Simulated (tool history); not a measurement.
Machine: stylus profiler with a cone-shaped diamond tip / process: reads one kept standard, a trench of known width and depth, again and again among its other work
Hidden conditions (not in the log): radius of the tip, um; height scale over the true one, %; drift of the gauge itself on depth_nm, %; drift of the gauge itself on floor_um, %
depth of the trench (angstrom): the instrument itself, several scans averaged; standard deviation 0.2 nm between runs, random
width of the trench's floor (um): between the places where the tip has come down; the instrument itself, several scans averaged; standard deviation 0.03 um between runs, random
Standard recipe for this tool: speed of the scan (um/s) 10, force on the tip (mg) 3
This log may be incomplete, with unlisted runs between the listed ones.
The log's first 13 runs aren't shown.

| run | hour | speed of the scan (um/s) | force on the tip (mg) | scans with this tip | hours of work since the height scale was calibrated | depth of the trench (angstrom) | width of the trench's floor (um) |
|---|---|---|---|---|---|---|---|
| 14 | 652.8 | 10 | 1.57 | 3267 | 277 | 10086.7 | 14.94 |
| 15 | 701.2 | 10 | 1.57 | 3507 | 298 | 10085.7 | 14.82 |
| 16 | 771.2 | 10 | 6.48 | 3855 | 327 | 10235.9 | 14.78 |
| 17 | 830.3 | 6 | 3 | 4148 | 352 | 10131.8 | 14.69 |
| 18 | 892.1 | 6 | 3 | 4455 | 378 | 10136.9 | 14.57 |
| 19 | 941.7 | 6 | 3 | 4701 | 399 | 10136.1 | 14.55 |
| 20 | 993.3 | 6 | 3 | 4957 | 421 | 10138.5 | 14.47 |
| 21 | 1021.7 | 10 | 3 | 5098 | 433 | 10129.9 | 14.39 |
| 22 | 1054 | 32 | 6.28 | 5258 | 446 | 10232.1 | 14.35 |
| 23 | 1123.3 | 14 | 2.54 | 5602 | 475 | 10120.6 | 14.31 |
| 24 | 1159.4 | 23 | 3.39 | 5781 | 491 | 10146.9 | 14.22 |
| 25 | 1208.9 | 9 | 3 | 6027 | 511 | 10128.4 | 14.19 |
| 26 | 1256.5 | 22 | 2.73 | 6263 | 532 | 10124.2 | 14.09 |
| 27 | 1314.3 | 4 | 4.08 | 6550 | 556 | 10163.1 | 14.09 |
| 28 | 1366.4 | 3 | 7.49 | 6809 | 578 | 10254.8 | 14.06 |
| 29 | 1423.3 | 17 | 1.37 | 7091 | 602 | 10069.4 | 13.94 |
| 30 | 1458.1 | 3 | 1.55 | 7264 | 616 | 10074.9 | 13.94 |
| 31 | 1522.7 | 3 | 1.55 | 7585 | 644 | 10077.6 | 13.84 |
| 32 | 1569.9 | 3 | 7.41 | 7818 | 663 | 10248.3 | 13.78 |

Expected results for the next run?
| 33 | 1599.9 | 3 | 7.41 | 7967 | 676 | ? | ? |

depth of the trench (angstrom): 10247.6
width of the trench's floor (um): 13.78
If the tool had no hidden condition, the same run with the same run-to-run variation would have returned depth of the trench (angstrom) 10267.4, width of the trench's floor (um) 16.01.
